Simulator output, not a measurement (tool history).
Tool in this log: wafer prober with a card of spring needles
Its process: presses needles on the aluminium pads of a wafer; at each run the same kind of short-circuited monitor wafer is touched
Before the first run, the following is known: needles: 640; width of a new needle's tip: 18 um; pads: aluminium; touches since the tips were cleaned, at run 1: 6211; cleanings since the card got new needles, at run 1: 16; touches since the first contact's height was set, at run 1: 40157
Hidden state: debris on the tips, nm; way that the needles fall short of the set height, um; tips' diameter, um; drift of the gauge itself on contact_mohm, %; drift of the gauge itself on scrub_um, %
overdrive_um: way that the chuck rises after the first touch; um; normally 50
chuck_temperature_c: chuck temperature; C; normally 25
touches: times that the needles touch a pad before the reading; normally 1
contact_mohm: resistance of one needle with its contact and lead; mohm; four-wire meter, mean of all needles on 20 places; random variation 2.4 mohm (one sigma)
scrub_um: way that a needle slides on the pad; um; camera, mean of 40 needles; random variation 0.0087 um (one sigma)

| run | day | overdrive_um | chuck_temperature_c | touches | touches since the tips were cleaned | cleanings since the card got new needles | touches since the first contact's height was set | contact_mohm | scrub_um |
|---|---|---|---|---|---|---|---|---|---|
| 1 | 0 | 50 | 25 | 1 | 6211 | 16 | 40157 | 270 | 10.082 |
|  | 0.2 | tips cleaned on abrasive film |
|  | 1.1 | tips cleaned on abrasive film |
|  | 1.954 | tips cleaned on abrasive film |
| 2 | 2.546 | 50 | 25 | 1 | 5418 | 19 | 63298 | 274 | 10.094 |
|  | 2.746 | tips cleaned on abrasive film |
|  | 3.667 | tips cleaned on abrasive film |
|  | 4.579 | tips cleaned on abrasive film |
|  | 5.371 | tips cleaned on abrasive film |
| 3 | 5.617 | 50 | 25 | 1 | 2233 | 23 | 91157 | 272 | 10.067 |
|  | 6.162 | tips cleaned on abrasive film |
|  | 6.9 | height of the first contact set anew |
|  | 7.088 | tips cleaned on abrasive film |
| 4 | 7.138 | 50 | 25 | 1 | 433 | 25 | 2130 | 273 | 10.067 |
|  | 8.017 | tips cleaned on abrasive film |
|  | 8.833 | tips cleaned on abrasive film |
| 5 | 9.217 | 50 | 25 | 1 | 3487 | 27 | 21060 | 273 | 10.055 |
|  | 9.808 | tips cleaned on abrasive film |
|  | 10.721 | tips cleaned on abrasive film |
| 6 | 11.483 | 50 | 25 | 3 | 6932 | 29 | 41658 | 274 | 10.061 |
|  | 11.679 | tips cleaned on abrasive film |
|  | 12.662 | tips cleaned on abrasive film |
| 7 | 13.121 | 50 | 25 | 1 | 4161 | 31 | 56536 | 270 | 10.05 |
|  | 13.517 | tips cleaned on abrasive film |
|  | 14.421 | tips cleaned on abrasive film |
| 8 | 14.988 | 50 | 25 | 1 | 5188 | 33 | 73516 | 270 | 10.043 |
|  | 15.346 | tips cleaned on abrasive film |
|  | 16.325 | tips cleaned on abrasive film |
| 9 | 16.642 | 50 | 25 | 1 | 2864 | 35 | 88527 | 275 | 10.044 |
|  | 17.146 | tips cleaned on abrasive film |
|  | 18.029 | tips cleaned on abrasive film |
|  | 18.238 | height of the first contact set anew |
|  | 19.017 | tips cleaned on abrasive film |
| 10 | 19.267 | 50 | 25 | 1 | 2269 | 38 | 9351 | 272 | 10.01 |
|  | 19.821 | tips cleaned on abrasive film |
|  | 20.675 | tips cleaned on abrasive film |
| 11 | 20.825 | 50 | 25 | 3 | 1354 | 40 | 23503 | 272 | 10.01 |
|  | 21.546 | tips cleaned on abrasive film |
|  | 22.454 | tips cleaned on abrasive film |
|  | 23.342 | tips cleaned on abrasive film |
| 12 | 23.404 | 50 | 25 | 3 | 569 | 43 | 46935 | 271 | 10 |
|  | 24.129 | tips cleaned on abrasive film |
|  | 24.971 | tips cleaned on abrasive film |
|  | 25.846 | tips cleaned on abrasive film |
| 13 | 26 | 65 | 61 | 3 | 1411 | 46 | 70528 | 272 | 12.991 |
|  | 26.788 | tips cleaned on abrasive film |
|  | 27.721 | tips cleaned on abrasive film |
|  | 28.592 | tips cleaned on abrasive film |
| 14 | 28.679 | 65 | 98 | 3 | 791 | 49 | 94860 | 288 | 13.004 |
|  | 29.462 | tips cleaned on abrasive film |
|  | 29.475 | height of the first contact set anew |
| 15 | 30.221 | 65 | 98 | 3 | 6821 | 50 | 6821 | 290 | 12.985 |
|  | 30.421 | tips cleaned on abrasive film |
|  | 31.342 | tips cleaned on abrasive film |
|  | 32.267 | tips cleaned on abrasive film |
| 16 | 32.971 | 65 | 52 | 3 | 6414 | 53 | 31803 | 272 | 12.962 |
|  | 33.167 | tips cleaned on abrasive film |
|  | 33.362 | gauge calibrated |
|  | 34.067 | tips cleaned on abrasive film |
|  | 35.033 | tips cleaned on abrasive film |
| 17 | 35.112 | 48 | 47 | 2 | 725 | 56 | 51253 | 279 | 9.684 |
|  | 35.858 | tips cleaned on abrasive film |
|  | 36.8 | tips cleaned on abrasive film |
|  | 37.604 | tips cleaned on abrasive film |
| 18 | 37.604 | 63 | 65 | 2 | 0 | 59 | 73898 | 274 | 12.691 |
|  | 38.488 | tips cleaned on abrasive film |
|  | 39.412 | tips cleaned on abrasive film |
|  | 40.292 | tips cleaned on abrasive film |
|  | 40.658 | height of the first contact set anew |
| 19 | 40.658 | 47 | 32 | 2 | 3198 | 62 | 0 | 275 | 9.468 |
|  | 41.2 | tips cleaned on abrasive film |
|  | 42.054 | tips cleaned on abrasive film |
| 20 | 42.258 | 39 | 33 | 2 | 1852 | 64 | 14542 | 286 | 7.845 |
|  | 43.033 | tips cleaned on abrasive film |
| 21 | 43.633 | 50 | 95 | 1 | 5466 | 65 | 27069 | 298 | 10.074 |

4 ways to go on from here, each from the tool as it stands after run 21. What would each give?
|  | 43.833 | tips cleaned on abrasive film |
|  | 44.733 | tips cleaned on abrasive film |
| A | 45.146 | 50 | 25 | 1 | 3766 | 67 | 40801 | ? | ? |
|  | 43.833 | tips cleaned on abrasive film |
|  | 44.733 | tips cleaned on abrasive film |
| B | 45.146 | 54 | 118 | 1 | 3766 | 67 | 40801 | ? | ? |
|  | 43.833 | tips cleaned on abrasive film |
|  | 44.733 | tips cleaned on abrasive film |
| C | 45.146 | 66 | 115 | 1 | 3766 | 67 | 40801 | ? | ? |
|  | 43.833 | tips cleaned on abrasive film |
|  | 44.733 | tips cleaned on abrasive film |
| D | 45.146 | 69 | 63 | 1 | 3766 | 67 | 40801 | ? | ? |

| run | contact_mohm | scrub_um |
|---|---|---|
| A | 272 | 10.045 |
| B | 304 | 10.868 |
| C | 290 | 13.269 |
| D | 275 | 13.874 |
Stripped of hidden state, with their random variation kept, the same runs would have yielded:
| run | contact_mohm | scrub_um |
|---|---|---|
| A | 272 | 10.09 |
| B | 303 | 10.916 |
| C | 290 | 13.328 |
| D | 275 | 13.935 |
